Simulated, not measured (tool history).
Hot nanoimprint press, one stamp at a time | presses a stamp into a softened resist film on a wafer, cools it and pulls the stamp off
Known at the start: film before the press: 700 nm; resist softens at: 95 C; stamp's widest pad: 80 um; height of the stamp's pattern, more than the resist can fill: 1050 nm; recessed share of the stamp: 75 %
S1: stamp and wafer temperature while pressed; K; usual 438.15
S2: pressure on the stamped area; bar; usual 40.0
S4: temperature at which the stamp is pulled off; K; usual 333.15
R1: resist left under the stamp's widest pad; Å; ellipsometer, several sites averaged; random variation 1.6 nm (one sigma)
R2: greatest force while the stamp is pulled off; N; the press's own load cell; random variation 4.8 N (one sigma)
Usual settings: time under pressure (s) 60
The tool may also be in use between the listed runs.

{"run": 1, "hour": 0.0, "S1": 438.15, "S2": 40.0, "time under pressure (s)": 60, "S4": 333.15, "R1": 2460, "R2": 239}
{"hour": 9.0, "done": "stamp cleaned and given a new release coat"}
{"run": 2, "hour": 46.1, "S1": 438.15, "S2": 50.6, "time under pressure (s)": 60, "S4": 333.15, "R1": 2195, "R2": 240}
{"run": 3, "hour": 76.7, "S1": 438.15, "S2": 50.6, "time under pressure (s)": 60, "S4": 333.15, "R1": 2173, "R2": 236}
{"run": 4, "hour": 113.2, "S1": 438.15, "S2": 41.8, "time under pressure (s)": 60, "S4": 333.15, "R1": 2399, "R2": 227}
{"run": 5, "hour": 154.2, "S1": 438.15, "S2": 27.1, "time under pressure (s)": 60, "S4": 333.15, "R1": 2995, "R2": 236}
{"run": 6, "hour": 185.4, "S1": 438.15, "S2": 27.1, "time under pressure (s)": 60, "S4": 333.15, "R1": 2954, "R2": 241}
{"hour": 208.0, "done": "stamp cleaned and given a new release coat"}
{"run": 7, "hour": 213.3, "S1": 438.15, "S2": 27.1, "time under pressure (s)": 60, "S4": 333.15, "R1": 3028, "R2": 234}
{"run": 8, "hour": 245.1, "S1": 438.15, "S2": 27.1, "time under pressure (s)": 60, "S4": 333.15, "R1": 3014, "R2": 236}
{"run": 9, "hour": 267.9, "S1": 438.15, "S2": 27.1, "time under pressure (s)": 60, "S4": 333.15, "R1": 3030, "R2": 242}
{"run": 10, "hour": 294.2, "S1": 438.15, "S2": 40.0, "time under pressure (s)": 55, "S4": 333.15, "R1": 2547, "R2": 236}
{"run": 11, "hour": 317.0, "S1": 438.15, "S2": 40.0, "time under pressure (s)": 60, "S4": 333.15, "R1": 2449, "R2": 231}
{"run": 12, "hour": 340.8, "S1": 438.15, "S2": 40.0, "time under pressure (s)": 60, "S4": 333.15, "R1": 2463, "R2": 243}
{"run": 13, "hour": 361.8, "S1": 438.15, "S2": 40.0, "time under pressure (s)": 60, "S4": 333.15, "R1": 2480, "R2": 241}
{"hour": 383.1, "done": "press's hydraulic seals changed and the load cell set to zero"}
{"run": 14, "hour": 387.3, "S1": 438.15, "S2": 40.0, "time under pressure (s)": 60, "S4": 333.15, "R1": 2490, "R2": 246}
{"hour": 415.0, "done": "stamp cleaned and given a new release coat"}
{"run": 15, "hour": 417.1, "S1": 438.15, "S2": 40.0, "time under pressure (s)": 60, "S4": 333.15, "R1": 2455, "R2": 251}
{"run": 16, "hour": 440.8, "S1": 438.15, "S2": 32.5, "time under pressure (s)": 60, "S4": 333.15, "R1": 2727, "R2": 233}
{"run": 17, "hour": 471.1, "S1": 438.15, "S2": 40.0, "time under pressure (s)": 80, "S4": 330.15, "R1": 2217, "R2": 240}
{"run": 18, "hour": 495.6, "S1": 438.15, "S2": 40.0, "time under pressure (s)": 99, "S4": 333.15, "R1": 2016, "R2": 231}
{"run": 19, "hour": 530.7, "S1": 438.15, "S2": 40.0, "time under pressure (s)": 99, "S4": 333.15, "R1": 1994, "R2": 243}
{"run": 20, "hour": 553.2, "S1": 433.15, "S2": 36.7, "time under pressure (s)": 99, "S4": 333.15, "R1": 2772, "R2": 236}
{"run": 21, "hour": 591.1, "S1": 427.15, "S2": 43.3, "time under pressure (s)": 43, "S4": 333.15, "R1": 4617, "R2": 242}
{"hour": 612.7, "done": "stamp cleaned and given a new release coat"}
{"run": 22, "hour": 633.0, "S1": 427.15, "S2": 60.8, "time under pressure (s)": 48, "S4": 333.15, "R1": 3874, "R2": 242}
{"run": 23, "hour": 660.8, "S1": 427.15, "S2": 60.8, "time under pressure (s)": 48, "S4": 333.15, "R1": 3890, "R2": 234}
{"run": 24, "hour": 697.1, "S1": 449.15, "S2": 40.0, "time under pressure (s)": 60, "S4": 333.15, "R1": 1437, "R2": 236}
{"run": 25, "hour": 738.8, "S1": 449.15, "S2": 63.6, "time under pressure (s)": 35, "S4": 333.15, "R1": 1400, "R2": 240}
{"run": 26, "hour": 762.4, "S1": 449.15, "S2": 63.6, "time under pressure (s)": 35, "S4": 333.15, "R1": 1405, "R2": 241}
{"run": 27, "hour": 801.8, "S1": 439.15, "S2": 40.0, "time under pressure (s)": 110, "S4": 336.15, "R1": 1840, "R2": 236}
{"hour": 810.3, "done": "stamp cleaned and given a new release coat"}
{"hour": 843.0, "done": "plate thermocouple calibrated"}
{"run": 28, "hour": 845.6, "S1": 438.15, "S2": 61.2, "time under pressure (s)": 37, "S4": 330.15, "R1": 2380, "R2": 239}
{"run": 29, "hour": 872.7, "S1": 450.15, "S2": 40.0, "time under pressure (s)": 60, "S4": 331.15, "R1": 1365, "R2": 237}
{"run": 30, "hour": 914.4, "S1": 426.15, "S2": 40.0, "time under pressure (s)": 60, "S4": 333.15, "R1": 4504, "R2": 238}

Forecast each of these 4 alternatives for the next run:
{"run": "A", "hour": 940.1, "S1": 438.15, "S2": 53.6, "time under pressure (s)": 60, "S4": 337.15, "R1": "?", "R2": "?"}
{"run": "B", "hour": 940.1, "S1": 426.15, "S2": 54.2, "time under pressure (s)": 60, "S4": 320.15, "R1": "?", "R2": "?"}
{"run": "C", "hour": 940.1, "S1": 433.15, "S2": 29.6, "time under pressure (s)": 80, "S4": 333.15, "R1": "?", "R2": "?"}
{"run": "D", "hour": 940.1, "S1": 445.15, "S2": 45.9, "time under pressure (s)": 60, "S4": 333.15, "R1": "?", "R2": "?"}

run=A R1=2120 R2=234
run=B R1=4010 R2=268
run=C R1=3296 R2=238
run=D R1=1597 R2=237
Without the tool's hidden state the same runs would have given:
run=A R1=2119 R2=233
run=B R1=4009 R2=267
run=C R1=3296 R2=237
run=D R1=1597 R2=236

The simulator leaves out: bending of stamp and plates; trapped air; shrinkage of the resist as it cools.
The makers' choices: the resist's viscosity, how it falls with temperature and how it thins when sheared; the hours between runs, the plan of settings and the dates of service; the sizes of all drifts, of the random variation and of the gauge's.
